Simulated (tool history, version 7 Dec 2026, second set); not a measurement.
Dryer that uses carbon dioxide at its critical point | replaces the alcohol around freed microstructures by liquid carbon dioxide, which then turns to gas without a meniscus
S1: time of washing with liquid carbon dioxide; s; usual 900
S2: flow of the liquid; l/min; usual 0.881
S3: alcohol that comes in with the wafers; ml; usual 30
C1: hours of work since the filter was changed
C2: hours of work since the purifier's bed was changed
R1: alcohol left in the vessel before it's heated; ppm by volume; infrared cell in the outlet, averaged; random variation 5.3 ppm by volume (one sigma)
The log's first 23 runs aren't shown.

{"run": 24, "hour": 974.2, "S1": 1080, "S2": 0.897, "S3": 87, "C1": 117, "C2": 76, "R1": 151}
{"run": 25, "hour": 1018.6, "S1": 1080, "S2": 0.897, "S3": 87, "C1": 148, "C2": 107, "R1": 161}
{"run": 26, "hour": 1049.8, "S1": 1080, "S2": 0.897, "S3": 87, "C1": 170, "C2": 129, "R1": 166}
{"run": 27, "hour": 1108.0, "S1": 1080, "S2": 0.897, "S3": 87, "C1": 210, "C2": 170, "R1": 171}
{"run": 28, "hour": 1139.9, "S1": 720, "S2": 0.677, "S3": 67, "C1": 233, "C2": 192, "R1": 2045}
{"run": 29, "hour": 1199.5, "S1": 720, "S2": 0.677, "S3": 111, "C1": 275, "C2": 234, "R1": 3438}
{"hour": 1241.1, "done": "inlet filter changed"}
{"run": 30, "hour": 1256.3, "S1": 720, "S2": 0.664, "S3": 111, "C1": 11, "C2": 273, "R1": 3086}
{"run": 31, "hour": 1292.0, "S1": 780, "S2": 1.026, "S3": 104, "C1": 36, "C2": 298, "R1": 455}
{"run": 32, "hour": 1351.2, "S1": 780, "S2": 1.026, "S3": 104, "C1": 77, "C2": 340, "R1": 486}
{"run": 33, "hour": 1379.5, "S1": 780, "S2": 1.026, "S3": 104, "C1": 97, "C2": 360, "R1": 502}
{"run": 34, "hour": 1416.4, "S1": 780, "S2": 1.026, "S3": 104, "C1": 123, "C2": 385, "R1": 507}
{"run": 35, "hour": 1462.7, "S1": 780, "S2": 1.026, "S3": 28, "C1": 155, "C2": 418, "R1": 175}
{"run": 36, "hour": 1524.3, "S1": 600, "S2": 0.791, "S3": 28, "C1": 199, "C2": 461, "R1": 937}
{"run": 37, "hour": 1582.1, "S1": 900, "S2": 0.667, "S3": 44, "C1": 239, "C2": 502, "R1": 780}

Forecast run 38:
{"run": 38, "hour": 1623.6, "S1": 1260, "S2": 0.881, "S3": 40, "C1": 268, "C2": 531, "R1": "?"}

Run 38 gave R1 88 ppm by volume.
Without the tool's hidden state the same run would have given R1 26 ppm by volume.
